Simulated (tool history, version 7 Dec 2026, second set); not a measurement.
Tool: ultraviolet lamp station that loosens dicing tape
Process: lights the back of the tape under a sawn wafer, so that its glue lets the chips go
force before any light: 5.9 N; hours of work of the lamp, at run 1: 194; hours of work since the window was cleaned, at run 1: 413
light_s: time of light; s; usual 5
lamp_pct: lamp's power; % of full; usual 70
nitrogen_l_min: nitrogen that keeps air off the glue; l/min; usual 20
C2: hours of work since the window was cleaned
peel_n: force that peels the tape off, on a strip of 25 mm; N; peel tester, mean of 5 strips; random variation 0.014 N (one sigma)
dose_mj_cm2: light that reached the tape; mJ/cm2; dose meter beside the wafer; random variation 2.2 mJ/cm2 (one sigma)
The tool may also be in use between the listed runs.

run 1 hour=0 | light_s=5 lamp_pct=70 nitrogen_l_min=20 | hours_of_work_of_the_lamp=194 C2=413 | peel_n=0.906 dose_mj_cm2=161
run 2 hour=28.6 | light_s=5 lamp_pct=70 nitrogen_l_min=20 | hours_of_work_of_the_lamp=210 C2=430 | peel_n=0.909 dose_mj_cm2=160
run 3 hour=59.7 | light_s=5 lamp_pct=70 nitrogen_l_min=25 | hours_of_work_of_the_lamp=228 C2=448 | peel_n=0.885 dose_mj_cm2=161
run 4 hour=90.8 | light_s=5 lamp_pct=70 nitrogen_l_min=25 | hours_of_work_of_the_lamp=246 C2=465 | peel_n=0.927 dose_mj_cm2=156
run 5 hour=112.7 | light_s=7 lamp_pct=70 nitrogen_l_min=20 | hours_of_work_of_the_lamp=259 C2=478 | peel_n=0.55 dose_mj_cm2=217
run 6 hour=132.3 | light_s=3 lamp_pct=70 nitrogen_l_min=20 | hours_of_work_of_the_lamp=270 C2=490 | peel_n=1.988 dose_mj_cm2=93
run 7 hour=153 | light_s=3 lamp_pct=70 nitrogen_l_min=20 | hours_of_work_of_the_lamp=282 C2=501 | peel_n=1.942 dose_mj_cm2=87
run 8 hour=184.2 | light_s=5 lamp_pct=66 nitrogen_l_min=20 | hours_of_work_of_the_lamp=300 C2=520 | peel_n=1.145 dose_mj_cm2=138
run 9 hour=215.3 | light_s=5 lamp_pct=66 nitrogen_l_min=20 | hours_of_work_of_the_lamp=318 C2=537 | peel_n=1.172 dose_mj_cm2=136
run 10 hour=242.2 | light_s=5 lamp_pct=66 nitrogen_l_min=20 | hours_of_work_of_the_lamp=334 C2=553 | peel_n=1.131 dose_mj_cm2=137
run 11 hour=267.6 | light_s=5 lamp_pct=66 nitrogen_l_min=20 | hours_of_work_of_the_lamp=348 C2=568 | peel_n=1.218 dose_mj_cm2=140
run 12 hour=287.9 | light_s=5 lamp_pct=66 nitrogen_l_min=20 | hours_of_work_of_the_lamp=360 C2=579 | peel_n=1.19 dose_mj_cm2=135
run 13 hour=303.2 | light_s=5 lamp_pct=66 nitrogen_l_min=20 | hours_of_work_of_the_lamp=369 C2=588 | peel_n=1.199 dose_mj_cm2=131
run 14 hour=322.7 | light_s=5 lamp_pct=66 nitrogen_l_min=20 | hours_of_work_of_the_lamp=380 C2=600 | peel_n=1.282 dose_mj_cm2=135
-- hour=325.8 window cleaned of glue's vapour
run 15 hour=342 | light_s=5 lamp_pct=66 nitrogen_l_min=20 | hours_of_work_of_the_lamp=391 C2=9 | peel_n=1.45 dose_mj_cm2=121
run 16 hour=360.7 | light_s=5 lamp_pct=66 nitrogen_l_min=20 | hours_of_work_of_the_lamp=402 C2=20 | peel_n=1.459 dose_mj_cm2=118
run 17 hour=380.7 | light_s=5 lamp_pct=66 nitrogen_l_min=20 | hours_of_work_of_the_lamp=414 C2=32 | peel_n=1.445 dose_mj_cm2=115
run 18 hour=398.4 | light_s=5 lamp_pct=66 nitrogen_l_min=20 | hours_of_work_of_the_lamp=424 C2=42 | peel_n=1.513 dose_mj_cm2=114
run 19 hour=415.6 | light_s=5 lamp_pct=66 nitrogen_l_min=20 | hours_of_work_of_the_lamp=434 C2=52 | peel_n=1.529 dose_mj_cm2=116
run 20 hour=431.9 | light_s=5 lamp_pct=66 nitrogen_l_min=20 | hours_of_work_of_the_lamp=443 C2=61 | peel_n=1.483 dose_mj_cm2=115
run 21 hour=461.4 | light_s=2 lamp_pct=66 nitrogen_l_min=20 | hours_of_work_of_the_lamp=460 C2=78 | peel_n=3.457 dose_mj_cm2=45
run 22 hour=478.9 | light_s=7 lamp_pct=70 nitrogen_l_min=16 | hours_of_work_of_the_lamp=470 C2=89 | peel_n=0.963 dose_mj_cm2=167
-- hour=483.1 window cleaned of glue's vapour, once more
run 23 hour=506.8 | light_s=7 lamp_pct=89 nitrogen_l_min=12 | hours_of_work_of_the_lamp=486 C2=14 | peel_n=0.464 dose_mj_cm2=275
run 24 hour=535 | light_s=7 lamp_pct=89 nitrogen_l_min=12 | hours_of_work_of_the_lamp=502 C2=30 | peel_n=0.47 dose_mj_cm2=275
run 25 hour=555 | light_s=9 lamp_pct=89 nitrogen_l_min=12 | hours_of_work_of_the_lamp=514 C2=42 | peel_n=0.309 dose_mj_cm2=349
run 26 hour=585.8 | light_s=6 lamp_pct=70 nitrogen_l_min=20 | hours_of_work_of_the_lamp=532 C2=59 | peel_n=0.767 dose_mj_cm2=179
run 27 hour=610.3 | light_s=6 lamp_pct=70 nitrogen_l_min=20 | hours_of_work_of_the_lamp=546 C2=74 | peel_n=0.762 dose_mj_cm2=181
run 28 hour=623 | light_s=6 lamp_pct=70 nitrogen_l_min=20 | hours_of_work_of_the_lamp=553 C2=81 | peel_n=0.761 dose_mj_cm2=176
run 29 hour=654.2 | light_s=5 lamp_pct=79 nitrogen_l_min=9 | hours_of_work_of_the_lamp=571 C2=99 | peel_n=1.212 dose_mj_cm2=164
run 30 hour=668.3 | light_s=5 lamp_pct=79 nitrogen_l_min=28 | hours_of_work_of_the_lamp=580 C2=107 | peel_n=0.786 dose_mj_cm2=165
run 31 hour=685.1 | light_s=5 lamp_pct=96 nitrogen_l_min=20 | hours_of_work_of_the_lamp=589 C2=117 | peel_n=0.642 dose_mj_cm2=198
run 32 hour=699.1 | light_s=5 lamp_pct=96 nitrogen_l_min=20 | hours_of_work_of_the_lamp=597 C2=125 | peel_n=0.641 dose_mj_cm2=198
run 33 hour=720.6 | light_s=5 lamp_pct=96 nitrogen_l_min=20 | hours_of_work_of_the_lamp=610 C2=137 | peel_n=0.666 dose_mj_cm2=192
run 34 hour=748.2 | light_s=5 lamp_pct=96 nitrogen_l_min=20 | hours_of_work_of_the_lamp=626 C2=153 | peel_n=0.672 dose_mj_cm2=190
run 35 hour=761.5 | light_s=5 lamp_pct=96 nitrogen_l_min=20 | hours_of_work_of_the_lamp=633 C2=161 | peel_n=0.668 dose_mj_cm2=190
run 36 hour=787.2 | light_s=5 lamp_pct=96 nitrogen_l_min=20 | hours_of_work_of_the_lamp=648 C2=176 | peel_n=0.673 dose_mj_cm2=187
run 37 hour=801.3 | light_s=7 lamp_pct=70 nitrogen_l_min=14 | hours_of_work_of_the_lamp=656 C2=184 | peel_n=0.841 dose_mj_cm2=189
run 38 hour=820.2 | light_s=2 lamp_pct=70 nitrogen_l_min=21 | hours_of_work_of_the_lamp=667 C2=195 | peel_n=3.116 dose_mj_cm2=56
run 39 hour=836.5 | light_s=7 lamp_pct=70 nitrogen_l_min=10 | hours_of_work_of_the_lamp=677 C2=204 | peel_n=0.934 dose_mj_cm2=185
run 40 hour=866.5 | light_s=7 lamp_pct=70 nitrogen_l_min=10 | hours_of_work_of_the_lamp=694 C2=222 | peel_n=0.96 dose_mj_cm2=184
run 41 hour=883.4 | light_s=7 lamp_pct=70 nitrogen_l_min=10 | hours_of_work_of_the_lamp=704 C2=232 | peel_n=1.034 dose_mj_cm2=188
run 42 hour=899.4 | light_s=3 lamp_pct=70 nitrogen_l_min=6 | hours_of_work_of_the_lamp=713 C2=241 | peel_n=3.016 dose_mj_cm2=80

Some steps in peel_n between neighbouring runs. How much of each would the tool show without its hidden state too (settings, what came in, random variation), and how much is left for the hidden state, with any gauge scatter that isn't in both results?
The hidden state here: lamp's light, % of a new lamp's; light that the window lets through, % of a clean one's; drift of the gauge itself on peel_n, %; drift of the gauge itself on dose_mj_cm2, %.
Run 21 -> 22: light_s 2 -> 7, lamp_pct 66 -> 70, nitrogen_l_min 20 -> 16. peel_n -2.494 N: hidden state -0.463, all else -2.031.
Run 22 -> 23: lamp_pct 70 -> 89, nitrogen_l_min 16 -> 12, window cleaned of glue's vapour, once more. peel_n -0.499 N: hidden state -0.418, all else -0.081.
Run 37 -> 38: light_s 7 -> 2, nitrogen_l_min 14 -> 21. peel_n +2.275 N: hidden state +0.407, all else +1.868.
Run 38 -> 39: light_s 2 -> 7, nitrogen_l_min 21 -> 10. peel_n -2.182 N: hidden state -0.352, all else -1.83.
